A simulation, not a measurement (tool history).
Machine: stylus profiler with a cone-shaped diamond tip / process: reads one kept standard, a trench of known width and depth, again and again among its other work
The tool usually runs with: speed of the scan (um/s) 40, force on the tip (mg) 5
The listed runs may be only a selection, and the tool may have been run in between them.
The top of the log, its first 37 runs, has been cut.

run	hour	speed of the scan (um/s)	force on the tip (mg)	depth of the trench (Å)	width of the trench's floor (um)
38	3329.9	150	3.51	10076.7	96
39	3457.5	118	12.27	10175.9	96.25
40	3520.4	47	1.96	10049.1	96.31
41	3649.3	47	1.96	10048.1	96.32
42	3710.7	47	9.74	10148.8	96.42
43	3764.8	131	2.58	10058.4	95.95
44	3833.8	60	9.33	10142.7	96.36
45	3941.5	60	9.33	10145.6	96.4
46	4061.4	60	9.33	10145.7	96.4

Consider 3 possible next runs. They are alternatives, not a sequence: every one starts from the tool as it was left by run 46. What does each give?
A	4180.9	92	9.29	?	?
B	4180.9	99	2.01	?	?
C	4180.9	10	9.33	?	?

run	depth of the trench (Å)	width of the trench's floor (um)
A	10143.3	96.33
B	10052	96.04
C	10144.8	96.46
Stripped of hidden state, with their random variation kept, the same runs would have yielded:
run	depth of the trench (Å)	width of the trench's floor (um)
A	10143.1	96.35
B	10051.8	96.06
C	10144.7	96.48
